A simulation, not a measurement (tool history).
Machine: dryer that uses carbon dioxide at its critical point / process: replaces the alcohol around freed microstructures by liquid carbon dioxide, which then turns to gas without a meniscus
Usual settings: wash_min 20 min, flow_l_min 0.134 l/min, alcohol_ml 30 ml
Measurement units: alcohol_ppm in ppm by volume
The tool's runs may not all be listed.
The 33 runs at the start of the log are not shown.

| run | day | wash_min | flow_l_min | alcohol_ml | alcohol_ppm |
|---|---|---|---|---|---|
| 34 | 62.300 | 16 | 0.200 | 31 | 533 |
| 35 | 63.821 | 16 | 0.200 | 31 | 581 |
| 36 | 65.521 | 13 | 0.106 | 31 | 7392 |
| 37 | 66.783 | 26 | 0.094 | 85 | 4203 |
| 38 | 68.200 | 25 | 0.195 | 74 | 276 |
|  | 69.262 | inlet filter changed |
| 39 | 69.783 | 16 | 0.216 | 30 | 330 |
| 40 | 71.825 | 16 | 0.216 | 30 | 350 |
| 41 | 73.725 | 16 | 0.216 | 30 | 370 |
| 42 | 75.092 | 12 | 0.120 | 30 | 5350 |

Here are 3 independent what-if runs from the current tool condition. What would each one return?
| A | 76.508 | 30 | 0.218 | 30 | ? |
| B | 76.508 | 21 | 0.101 | 42 | ? |
| C | 76.508 | 12 | 0.120 | 25 | ? |

| run | alcohol_ppm |
|---|---|
| A | 217 |
| B | 2495 |
| C | 4723 |
Without the tool's unlogged condition, the same runs would have read:
| run | alcohol_ppm |
|---|---|
| A | 2 |
| B | 1726 |
| C | 3728 |
